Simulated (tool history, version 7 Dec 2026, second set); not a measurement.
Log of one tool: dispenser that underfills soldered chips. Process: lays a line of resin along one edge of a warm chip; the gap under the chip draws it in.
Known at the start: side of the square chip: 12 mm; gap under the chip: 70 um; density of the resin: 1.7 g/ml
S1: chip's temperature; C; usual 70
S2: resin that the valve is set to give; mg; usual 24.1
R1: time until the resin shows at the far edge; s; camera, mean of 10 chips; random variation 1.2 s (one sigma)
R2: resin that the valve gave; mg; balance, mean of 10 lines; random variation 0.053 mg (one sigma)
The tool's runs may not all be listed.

Run 1, hour 0.0: usual settings. Result: R1 197.1 s, R2 24.09 mg.
At hour 3.4: new syringe of resin.
Run 2, hour 10.9: usual settings. Result: R1 184.8 s, R2 23.99 mg.
At hour 14.9: new syringe of resin.
Run 3, hour 19.2: usual settings. Result: R1 156.9 s, R2 23.92 mg.
At hour 26.7: new syringe of resin.
Run 4, hour 28.4: usual settings. Result: R1 141.4 s, R2 23.81 mg.
At hour 38.6: new syringe of resin.
Run 5, hour 41.0: usual settings but S1 83 C. Result: R1 88.7 s, R2 23.65 mg.
At hour 49.9: new syringe of resin.
Run 6, hour 52.0: usual settings but S1 80 C. Result: R1 93.9 s, R2 23.59 mg.
Run 7, hour 60.5: usual settings but S1 80 C. Result: R1 146.4 s, R2 23.56 mg.
At hour 61.8: new syringe of resin.
At hour 73.4: new syringe of resin.
Run 8, hour 73.4: usual settings. Result: R1 127.5 s, R2 23.44 mg.
At hour 78.9: dispensing valve cleaned and set on the balance.
Run 9, hour 81.5: usual settings but S2 27.4 mg. Result: R1 179.7 s, R2 27.37 mg.
At hour 85.9: new syringe of resin.
Run 10, hour 93.2: usual settings but S2 27.4 mg. Result: R1 180.9 s, R2 27.30 mg.
At hour 97.6: new syringe of resin.
Run 11, hour 105.7: usual settings but S2 27.4 mg. Result: R1 188.8 s, R2 27.14 mg.
At hour 109.3: new syringe of resin.
Run 12, hour 118.1: usual settings. Result: R1 197.3 s, R2 23.80 mg.
At hour 121.0: new syringe of resin.
Run 13, hour 128.1: usual settings. Result: R1 178.6 s, R2 23.74 mg.
At hour 132.4: new syringe of resin.
Run 14, hour 142.2: usual settings. Result: R1 210.3 s, R2 23.60 mg.
At hour 144.2: new syringe of resin.
At hour 155.6: new syringe of resin.
Run 15, hour 156.7: usual settings. Result: R1 131.1 s, R2 23.42 mg.
At hour 167.7: new syringe of resin.
Run 16, hour 167.9: usual settings but S1 83 C. Result: R1 79.0 s, R2 23.47 mg.
At hour 173.1: dispensing valve cleaned and set on the balance.
At hour 180.2: new syringe of resin.
Run 17, hour 180.2: usual settings but S1 83 C. Result: R1 78.6 s, R2 24.03 mg.
Run 18, hour 188.3: usual settings but S1 65 C, S2 22.8 mg. Result: R1 240.1 s, R2 22.59 mg.
At hour 191.6: new syringe of resin.
Run 19, hour 197.8: usual settings but S1 71 C. Result: R1 169.5 s, R2 23.83 mg.

Run 20 comes next. What will it give?
At hour 203.3: new syringe of resin.
Run 20, hour 212.1: usual settings but S1 71 C, S2 25.3 mg. Result: R1 ?, R2 ?.

{"run 20": {"R1": 191.0, "R2": 24.95}}
Without the tool's hidden state the same run would have given R1 115.6 s, R2 25.35 mg.

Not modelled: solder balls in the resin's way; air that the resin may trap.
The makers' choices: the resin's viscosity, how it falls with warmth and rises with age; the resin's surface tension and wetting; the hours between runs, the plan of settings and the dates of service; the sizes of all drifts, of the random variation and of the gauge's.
